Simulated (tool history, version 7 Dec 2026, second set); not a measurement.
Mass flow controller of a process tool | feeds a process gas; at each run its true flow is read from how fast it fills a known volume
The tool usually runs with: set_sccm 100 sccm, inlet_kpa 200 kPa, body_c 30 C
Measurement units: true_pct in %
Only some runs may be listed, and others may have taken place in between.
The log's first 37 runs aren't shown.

Run 38, hour 2251.3: usual settings but set_sccm 150 sccm, body_c 22 C. Result: true_pct 100.26 %.
Run 39, hour 2296.9: usual settings but set_sccm 109 sccm, body_c 40 C. Result: true_pct 101.29 %.
Run 40, hour 2388.3: usual settings but set_sccm 85 sccm, inlet_kpa 165 kPa, body_c 24 C. Result: true_pct 100.34 %.
Run 41, hour 2435.1: usual settings but set_sccm 169 sccm, inlet_kpa 165 kPa, body_c 24 C. Result: true_pct 100.76 %.
Run 42, hour 2484.3: usual settings but set_sccm 169 sccm, inlet_kpa 165 kPa, body_c 24 C. Result: true_pct 100.63 %.
Run 43, hour 2578.7: usual settings but set_sccm 21 sccm, inlet_kpa 199 kPa, body_c 28 C. Result: true_pct 99.46 %.
Run 44, hour 2641.2: usual settings but set_sccm 107 sccm, inlet_kpa 199 kPa, body_c 25 C. Result: true_pct 100.39 %.
Run 45, hour 2704.2: usual settings but set_sccm 123 sccm, inlet_kpa 226 kPa, body_c 37 C. Result: true_pct 101.11 %.
Run 46, hour 2778.8: usual settings but set_sccm 123 sccm, inlet_kpa 226 kPa, body_c 37 C. Result: true_pct 101.15 %.
Run 47, hour 2849.6: usual settings but set_sccm 123 sccm, inlet_kpa 226 kPa, body_c 37 C. Result: true_pct 101.21 %.
Run 48, hour 2900.0: usual settings but set_sccm 45 sccm, inlet_kpa 276 kPa, body_c 32 C. Result: true_pct 100.11 %.

What if the next run were any one of these 4? Each begins from the tool's condition after run 48:
Run A, hour 2982.1: usual settings but set_sccm 64 sccm. Result: true_pct ?.
Run B, hour 2982.1: usual settings but set_sccm 88 sccm, body_c 38 C. Result: true_pct ?.
Run C, hour 2982.1: usual settings but set_sccm 37 sccm, inlet_kpa 143 kPa. Result: true_pct ?.
Run D, hour 2982.1: usual settings but set_sccm 26 sccm, inlet_kpa 278 kPa, body_c 33 C. Result: true_pct ?.

run  true_pct
  A    100.50
  B    101.22
  C    100.35
  D     99.74
The same runs, with their run-to-run variation unchanged, on a tool lacking any hidden condition would have given:
run  true_pct
  A     99.92
  B    100.52
  C    100.10
  D     99.81
